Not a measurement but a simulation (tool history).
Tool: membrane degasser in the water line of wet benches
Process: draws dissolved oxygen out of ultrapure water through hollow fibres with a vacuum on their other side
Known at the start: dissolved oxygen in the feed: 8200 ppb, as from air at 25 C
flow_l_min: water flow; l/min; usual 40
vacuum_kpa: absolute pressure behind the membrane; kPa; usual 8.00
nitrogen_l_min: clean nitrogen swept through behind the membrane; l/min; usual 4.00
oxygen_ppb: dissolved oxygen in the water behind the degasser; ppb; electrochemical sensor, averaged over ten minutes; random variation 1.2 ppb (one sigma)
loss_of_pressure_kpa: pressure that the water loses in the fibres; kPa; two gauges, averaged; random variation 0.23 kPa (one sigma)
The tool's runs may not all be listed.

| run | hour | flow_l_min | vacuum_kpa | nitrogen_l_min | oxygen_ppb | loss_of_pressure_kpa |
|---|---|---|---|---|---|---|
| 1 | 0.0 | 40 | 8.00 | 4.00 | 114.8 | 57.00 |
| 2 | 88.0 | 40 | 8.00 | 4.00 | 118.7 | 56.72 |
| 3 | 218.9 | 40 | 8.00 | 4.00 | 116.7 | 57.26 |
| 4 | 336.4 | 40 | 8.00 | 4.00 | 116.1 | 56.76 |
| 5 | 429.3 | 40 | 8.00 | 4.00 | 118.3 | 57.15 |
| 6 | 547.5 | 40 | 8.00 | 4.00 | 116.9 | 57.35 |
| 7 | 663.9 | 47 | 8.00 | 4.00 | 142.2 | 67.52 |
| 8 | 810.4 | 25 | 8.00 | 4.00 | 71.8 | 35.86 |
| 9 | 911.2 | 36 | 8.00 | 4.00 | 104.6 | 51.32 |
| 10 | 1100.4 | 36 | 8.00 | 4.00 | 105.3 | 51.38 |
| 11 | 1205.7 | 36 | 8.00 | 4.00 | 105.2 | 50.88 |
| 12 | 1344.2 | 40 | 8.00 | 4.00 | 118.3 | 57.24 |
| 13 | 1516.4 | 35 | 10.95 | 8.28 | 81.9 | 49.80 |
| 14 | 1701.3 | 56 | 8.00 | 5.86 | 137.3 | 80.05 |
| 15 | 1833.9 | 56 | 8.00 | 5.86 | 137.8 | 80.00 |
| 16 | 1995.2 | 56 | 8.00 | 5.86 | 137.9 | 79.59 |
| 17 | 2173.1 | 56 | 8.00 | 5.86 | 138.8 | 79.83 |
| 18 | 2334.1 | 40 | 4.96 | 10.01 | 22.6 | 56.79 |
|  | 2349.1 | seals of the vacuum lines changed |
| 19 | 2526.0 | 40 | 9.83 | 5.07 | 129.5 | 56.88 |
| 20 | 2686.3 | 40 | 9.83 | 5.07 | 129.0 | 57.21 |
| 21 | 2809.0 | 25 | 8.00 | 4.00 | 73.2 | 35.89 |
| 22 | 2947.5 | 40 | 8.00 | 9.00 | 56.4 | 56.88 |
| 23 | 3040.1 | 40 | 8.00 | 9.00 | 56.4 | 57.22 |
| 24 | 3181.4 | 51 | 15.10 | 10.66 | 157.0 | 72.98 |

Forecast each of these 3 alternatives for the next run:
| A | 3262.3 | 40 | 13.09 | 4.00 | ? | ? |
| B | 3262.3 | 40 | 8.00 | 1.85 | ? | ? |
| C | 3262.3 | 51 | 8.00 | 3.05 | ? | ? |

| run | oxygen_ppb | loss_of_pressure_kpa |
|---|---|---|
| A | 232.5 | 57.39 |
| B | 226.5 | 57.10 |
| C | 200.1 | 72.82 |
Without the tool's hidden state the same runs would have given:
| run | oxygen_ppb | loss_of_pressure_kpa |
|---|---|---|
| A | 232.3 | 57.36 |
| B | 226.1 | 57.06 |
| C | 199.8 | 72.78 |
